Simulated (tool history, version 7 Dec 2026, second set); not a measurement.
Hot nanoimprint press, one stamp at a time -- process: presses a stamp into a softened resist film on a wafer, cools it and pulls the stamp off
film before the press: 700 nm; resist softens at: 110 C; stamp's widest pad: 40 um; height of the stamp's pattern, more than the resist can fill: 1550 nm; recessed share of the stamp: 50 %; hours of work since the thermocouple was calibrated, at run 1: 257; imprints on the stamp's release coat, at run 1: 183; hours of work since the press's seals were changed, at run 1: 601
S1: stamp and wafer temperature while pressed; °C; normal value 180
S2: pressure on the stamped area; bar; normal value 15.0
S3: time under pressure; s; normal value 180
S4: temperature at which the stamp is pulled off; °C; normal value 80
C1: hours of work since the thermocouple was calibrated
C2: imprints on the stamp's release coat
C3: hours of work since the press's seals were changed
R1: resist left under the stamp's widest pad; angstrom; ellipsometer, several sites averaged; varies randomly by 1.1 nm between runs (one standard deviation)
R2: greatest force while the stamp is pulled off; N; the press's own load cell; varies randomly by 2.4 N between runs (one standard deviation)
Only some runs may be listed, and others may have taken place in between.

run	day	S1	S2	S3	S4	C1	C2	C3	R1	R2
1	0.000	180	15.0	180	80	257	183	601	2547	109
# day 0.362: plate thermocouple calibrated
2	1.129	180	15.0	180	80	13	316	618	2555	113
3	1.721	180	15.0	207	80	23	394	628	2406	120
4	2.267	180	15.0	207	80	32	466	638	2411	127
5	3.242	180	15.0	207	80	49	595	654	2394	125
# day 3.729: stamp cleaned and given a new release coat
6	4.475	180	15.0	207	80	66	98	671	2395	106
7	5.125	180	15.0	207	80	77	184	682	2411	113
8	5.838	180	15.0	207	80	89	278	694	2383	120
9	6.904	180	15.0	207	80	107	419	712	2383	121
10	7.333	175	15.0	301	66	115	476	720	2499	160
11	7.812	175	15.0	301	66	123	540	728	2506	162

Forecast each of these 5 alternatives for the next run:
# day 8.767: stamp cleaned and given a new release coat
A	8.779	175	18.5	159	66	135	2	740	?	?
# day 8.767: stamp cleaned and given a new release coat
B	8.779	189	15.0	91	79	135	2	740	?	?
# day 8.767: stamp cleaned and given a new release coat
C	8.779	190	18.3	261	80	135	2	740	?	?
# day 8.767: stamp cleaned and given a new release coat
D	8.779	179	15.0	301	65	135	2	740	?	?
# day 8.767: stamp cleaned and given a new release coat
E	8.779	180	20.3	180	74	135	2	740	?	?

run	R1	R2
A	2944	147
B	2412	114
C	1340	111
D	2124	143
E	2202	121
Without the tool's hidden state the same runs would have given:
run	R1	R2
A	2951	148
B	2419	115
C	1339	112
D	2135	144
E	2201	122
